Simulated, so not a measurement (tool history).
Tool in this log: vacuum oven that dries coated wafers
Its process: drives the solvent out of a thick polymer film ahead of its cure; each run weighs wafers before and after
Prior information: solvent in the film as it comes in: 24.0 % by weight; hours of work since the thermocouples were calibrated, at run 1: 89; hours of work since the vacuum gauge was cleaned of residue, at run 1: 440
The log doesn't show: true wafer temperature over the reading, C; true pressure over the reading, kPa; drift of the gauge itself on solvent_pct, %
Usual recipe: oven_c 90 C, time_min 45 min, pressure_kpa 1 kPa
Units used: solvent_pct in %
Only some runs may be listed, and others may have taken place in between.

run     day  oven_c  time_min  pressure_kpa  hours of work since the thermocouples were calibrated  hours of work since the vacuum gauge was cleaned of residue  solvent_pct
  1       0      90        45             1                                                     89                                                          440         2.61
  2   1.204      90        45          2.76                                                    111                                                          461         3.93
  3   2.321      90        45          2.76                                                    130                                                          481         4.17
  4   3.229      90        70             1                                                    146                                                          497         1.36
  5   3.917      90        45             1                                                    159                                                          509         2.76
  6   4.938      90        45             1                                                    177                                                          527          2.8
  7   5.962      90        45          1.34                                                    195                                                          545         2.97
  8    6.55      90        45             1                                                    205                                                          556          2.8
  9   7.729      80        45             1                                                    226                                                          577          5.6
 10   8.317      75        45             1                                                    236                                                          587         7.32
 11   9.233      76        45          2.09                                                    252                                                          603         8.17
 12  10.367      94        73          2.12                                                    272                                                          623         1.95
 13  10.933      94        73          2.12                                                    283                                                          633         2.11
 14  11.629      92        44          3.08                                                    295                                                          645         4.13
 15  12.462      92        44          3.08                                                    309                                                          660         4.05
 16  13.333      92        44          3.08                                                    325                                                          676         4.13
 17  14.221      96        44             1                                                    341                                                          691         1.81
 18  14.862      96        44             1                                                    352                                                          703         1.87
 19  15.671      96        35          2.72                                                    366                                                          717         3.67
 20  16.333      94        45          1.31                                                    378                                                          729          2.2

Same runs, no hidden state in the tool, same run-to-run variation:
run  solvent_pct
  1         2.47
  2         3.78
  3         4.01
  4         1.15
  5         2.56
  6          2.6
  7         2.76
  8         2.58
  9          5.3
 10         6.96
 11         7.81
 12         1.71
 13         1.87
 14         3.86
 15         3.78
 16         3.85
 17         1.55
 18         1.61
 19         3.41
 20         1.91

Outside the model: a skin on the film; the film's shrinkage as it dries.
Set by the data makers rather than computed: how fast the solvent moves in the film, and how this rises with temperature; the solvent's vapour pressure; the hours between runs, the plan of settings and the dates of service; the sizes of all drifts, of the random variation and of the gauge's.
